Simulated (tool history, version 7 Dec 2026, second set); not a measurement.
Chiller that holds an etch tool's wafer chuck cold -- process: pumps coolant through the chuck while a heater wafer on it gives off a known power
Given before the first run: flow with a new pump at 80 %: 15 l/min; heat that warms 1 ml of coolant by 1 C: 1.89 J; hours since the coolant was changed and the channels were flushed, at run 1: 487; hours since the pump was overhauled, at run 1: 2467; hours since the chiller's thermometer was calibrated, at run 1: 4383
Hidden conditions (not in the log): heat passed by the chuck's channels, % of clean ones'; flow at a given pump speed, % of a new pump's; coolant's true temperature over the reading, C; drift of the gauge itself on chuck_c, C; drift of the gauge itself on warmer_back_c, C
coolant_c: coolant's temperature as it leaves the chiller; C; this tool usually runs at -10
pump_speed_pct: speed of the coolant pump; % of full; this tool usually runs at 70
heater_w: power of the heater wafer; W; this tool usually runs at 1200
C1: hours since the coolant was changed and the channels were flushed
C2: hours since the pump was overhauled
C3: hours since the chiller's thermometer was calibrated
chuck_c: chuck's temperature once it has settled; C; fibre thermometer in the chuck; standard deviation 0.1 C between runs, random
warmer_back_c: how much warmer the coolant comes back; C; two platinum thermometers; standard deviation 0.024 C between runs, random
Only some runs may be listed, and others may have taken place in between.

{"run": 1, "hour": 0.0, "coolant_c": -10, "pump_speed_pct": 70, "heater_w": 1200, "C1": 487, "C2": 2467, "C3": 4383, "chuck_c": 0.1, "warmer_back_c": 3.02}
{"run": 2, "hour": 68.8, "coolant_c": -10, "pump_speed_pct": 70, "heater_w": 1200, "C1": 556, "C2": 2536, "C3": 4452, "chuck_c": 0.4, "warmer_back_c": 2.99}
{"run": 3, "hour": 123.5, "coolant_c": -10, "pump_speed_pct": 70, "heater_w": 1200, "C1": 610, "C2": 2591, "C3": 4506, "chuck_c": 0.4, "warmer_back_c": 3.0}
{"hour": 158.8, "done": "chiller's thermometer calibrated"}
{"run": 4, "hour": 181.4, "coolant_c": -10, "pump_speed_pct": 70, "heater_w": 1200, "C1": 667, "C2": 2648, "C3": 23, "chuck_c": -0.2, "warmer_back_c": 3.02}
{"run": 5, "hour": 225.2, "coolant_c": -10, "pump_speed_pct": 70, "heater_w": 710, "C1": 711, "C2": 2691, "C3": 66, "chuck_c": -4.2, "warmer_back_c": 1.77}
{"run": 6, "hour": 293.2, "coolant_c": -6, "pump_speed_pct": 70, "heater_w": 1200, "C1": 779, "C2": 2759, "C3": 134, "chuck_c": 3.8, "warmer_back_c": 3.05}
{"run": 7, "hour": 371.1, "coolant_c": -10, "pump_speed_pct": 70, "heater_w": 1200, "C1": 857, "C2": 2837, "C3": 212, "chuck_c": -0.2, "warmer_back_c": 3.0}
{"run": 8, "hour": 420.8, "coolant_c": -10, "pump_speed_pct": 87, "heater_w": 881, "C1": 906, "C2": 2887, "C3": 262, "chuck_c": -3.8, "warmer_back_c": 1.76}
{"run": 9, "hour": 460.0, "coolant_c": -10, "pump_speed_pct": 83, "heater_w": 882, "C1": 946, "C2": 2926, "C3": 301, "chuck_c": -3.5, "warmer_back_c": 1.82}

What does the tool deliver on the next run?
{"run": 10, "hour": 515.7, "coolant_c": -14, "pump_speed_pct": 80, "heater_w": 1200, "C1": 1001, "C2": 2982, "C3": 357, "chuck_c": "?", "warmer_back_c": "?"}

{"run 10": {"chuck_c": -4.9, "warmer_back_c": 2.68}}
Minus the tool's unlogged condition, the same run would have read chuck_c -5.4 C, warmer_back_c 2.59 C.
